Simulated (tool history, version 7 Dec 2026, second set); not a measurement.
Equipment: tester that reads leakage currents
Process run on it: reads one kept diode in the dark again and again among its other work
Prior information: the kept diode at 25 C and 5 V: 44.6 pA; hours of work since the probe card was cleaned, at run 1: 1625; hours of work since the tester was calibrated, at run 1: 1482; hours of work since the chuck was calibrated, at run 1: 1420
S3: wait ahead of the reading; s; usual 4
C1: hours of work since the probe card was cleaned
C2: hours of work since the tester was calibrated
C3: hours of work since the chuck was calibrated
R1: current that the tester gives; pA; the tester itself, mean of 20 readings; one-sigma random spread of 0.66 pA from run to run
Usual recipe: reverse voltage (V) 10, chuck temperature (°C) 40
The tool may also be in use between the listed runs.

Run 1, hour 0: usual settings; C1 1625; C2 1482; C3 1420. Result: R1 227.97 pA.
Run 2, hour 42: usual settings; C1 1648; C2 1505; C3 1443. Result: R1 226.05 pA.
Run 3, hour 87.9: usual settings; C1 1674; C2 1530; C3 1469. Result: R1 227.06 pA.
Run 4, hour 143.2: usual settings; C1 1704; C2 1561; C3 1499. Result: R1 228.22 pA.
Run 5, hour 196.4: usual settings but chuck temperature (°C) 48; C1 1734; C2 1590; C3 1529. Result: R1 419.12 pA.
Run 6, hour 244.9: usual settings but chuck temperature (°C) 48; C1 1761; C2 1617; C3 1556. Result: R1 416.85 pA.
Run 7, hour 325.6: usual settings but chuck temperature (°C) 48; C1 1805; C2 1662; C3 1600. Result: R1 418.69 pA.
At hour 408.4: probe card cleaned and baked.
Run 8, hour 420.1: usual settings but chuck temperature (°C) 48; C1 6; C2 1713; C3 1651. Result: R1 403.87 pA.
Run 9, hour 502.8: usual settings but chuck temperature (°C) 31; C1 52; C2 1758; C3 1697. Result: R1 100.3 pA.
Run 10, hour 586.4: usual settings but chuck temperature (°C) 31; C1 99; C2 1805; C3 1743. Result: R1 101.45 pA.
Run 11, hour 652.7: usual settings but chuck temperature (°C) 31; C1 135; C2 1841; C3 1780. Result: R1 100.58 pA.
Run 12, hour 717.1: usual settings but chuck temperature (°C) 31; C1 171; C2 1877; C3 1815. Result: R1 100.9 pA.
Run 13, hour 802.1: usual settings but chuck temperature (°C) 31; C1 218; C2 1924; C3 1862. Result: R1 101.62 pA.
Run 14, hour 863.6: usual settings; C1 252; C2 1958; C3 1897. Result: R1 213.79 pA.
At hour 872.3: chuck's temperature calibrated.
Run 15, hour 958.3: usual settings; C1 303; C2 2010; C3 48. Result: R1 228.41 pA.
Run 16, hour 1040.7: usual settings; C1 349; C2 2055; C3 93. Result: R1 228.89 pA.
Run 17, hour 1088.9: usual settings; C1 376; C2 2082; C3 120. Result: R1 229.18 pA.
Run 18, hour 1182.7: usual settings; C1 428; C2 2134; C3 172. Result: R1 227.98 pA.
Run 19, hour 1235.3: usual settings but S3 2.95 s; C1 457; C2 2163; C3 201. Result: R1 227.97 pA.
Run 20, hour 1294.6: usual settings but chuck temperature (°C) 35; C1 490; C2 2196; C3 234. Result: R1 152.73 pA.
Run 21, hour 1352.7: usual settings but reverse voltage (V) 2.7, chuck temperature (°C) 26, S3 0.47 s; C1 522; C2 2228; C3 266. Result: R1 41.76 pA.
At hour 1362.7: tester calibrated.
Run 22, hour 1397.4: usual settings but reverse voltage (V) 19.6, chuck temperature (°C) 51, S3 8.81 s; C1 545; C2 19; C3 290. Result: R1 722.43 pA.
Run 23, hour 1469.2: usual settings but reverse voltage (V) 19.6, chuck temperature (°C) 51, S3 8.81 s; C1 585; C2 59; C3 329. Result: R1 720.19 pA.
Run 24, hour 1514.3: usual settings but reverse voltage (V) 19.6, chuck temperature (°C) 34, S3 0.92 s; C1 610; C2 84; C3 354. Result: R1 198.11 pA.
Run 25, hour 1559: usual settings but reverse voltage (V) 19.6, chuck temperature (°C) 34, S3 0.92 s; C1 635; C2 109; C3 379. Result: R1 198.79 pA.
Run 26, hour 1634.9: usual settings but reverse voltage (V) 19.6, chuck temperature (°C) 23, S3 8.84 s; C1 677; C2 151; C3 421. Result: R1 80.18 pA.
Run 27, hour 1726.2: usual settings but chuck temperature (°C) 48, S3 1.15 s; C1 727; C2 201; C3 472. Result: R1 434.59 pA.
Run 28, hour 1797.7: usual settings but S3 0.79 s; C1 767; C2 241; C3 511. Result: R1 234.65 pA.
Run 29, hour 1876.7: usual settings but chuck temperature (°C) 20, S3 0.5 s; C1 811; C2 285; C3 555. Result: R1 53.22 pA.
At hour 1904.8: tester calibrated, once more.
Run 30, hour 1932.4: usual settings but reverse voltage (V) 3.7, chuck temperature (°C) 46, S3 3.24 s; C1 841; C2 15; C3 585. Result: R1 237.12 pA.
Run 31, hour 2006.8: usual settings but reverse voltage (V) 3.7, chuck temperature (°C) 46, S3 3.24 s; C1 882; C2 57; C3 626. Result: R1 236.96 pA.
Run 32, hour 2052.7: usual settings but reverse voltage (V) 3.7, chuck temperature (°C) 46, S3 3.24 s; C1 907; C2 82; C3 651. Result: R1 237.74 pA.
Run 33, hour 2126.3: usual settings but reverse voltage (V) 6.5, S3 1.73 s; C1 948; C2 123; C3 692. Result: R1 188.78 pA.
Run 34, hour 2209.2: usual settings but reverse voltage (V) 8.2, S3 1.73 s; C1 994; C2 169; C3 738. Result: R1 209.79 pA.
Run 35, hour 2285.2: usual settings but reverse voltage (V) 1.5, chuck temperature (°C) 57, S3 2.02 s; C1 1036; C2 211; C3 780. Result: R1 368.76 pA.
Run 36, hour 2376.3: usual settings but reverse voltage (V) 1.1, chuck temperature (°C) 21, S3 1.66 s; C1 1086; C2 261; C3 831. Result: R1 17.45 pA.
Run 37, hour 2464.4: usual settings but reverse voltage (V) 1.7, chuck temperature (°C) 29, S3 1.89 s; C1 1135; C2 310; C3 879. Result: R1 42.44 pA.
Run 38, hour 2535.1: usual settings but reverse voltage (V) 1.7, chuck temperature (°C) 29, S3 1.89 s; C1 1174; C2 349; C3 919. Result: R1 42.42 pA.
Run 39, hour 2604.1: usual settings but reverse voltage (V) 1.2, chuck temperature (°C) 25; C1 1213; C2 387; C3 957. Result: R1 25.58 pA.
Run 40, hour 2696: usual settings but reverse voltage (V) 1.8, chuck temperature (°C) 25; C1 1263; C2 438; C3 1008. Result: R1 31.11 pA.

A few steps of R1 between consecutive runs. Split each: what settings, incoming material and random variation would produce without the hidden state, and what is left over for the hidden state, along with gauge scatter present in only one of the two compared results (measured, and without hidden state):
What the log doesn't record here: stray current of the dirty probe card, pA a volt; current scale over the true one, %; true chuck temperature over the reading, C; drift of the gauge itself on leakage_pa, %.
Run 7 -> 8: probe card cleaned and baked. R1 -14.82 pA: hidden state -14.34, all else -0.48.
Run 14 -> 15: chuck's temperature calibrated. R1 +14.62 pA: hidden state +13.31, all else +1.31.
Run 21 -> 22: reverse voltage (V) 2.7 -> 19.6, chuck temperature (°C) 26 -> 51, S3 0.47 -> 8.81, tester calibrated. R1 +680.67 pA: hidden state +23.93, all else +656.74.
Run 23 -> 24: chuck temperature (°C) 51 -> 34, S3 8.81 -> 0.92. R1 -522.08 pA: hidden state -11.89, all else -510.19.
Run 26 -> 27: reverse voltage (V) 19.6 -> 10, chuck temperature (°C) 23 -> 48, S3 8.84 -> 1.15. R1 +354.41 pA: hidden state +2.61, all else +351.8.
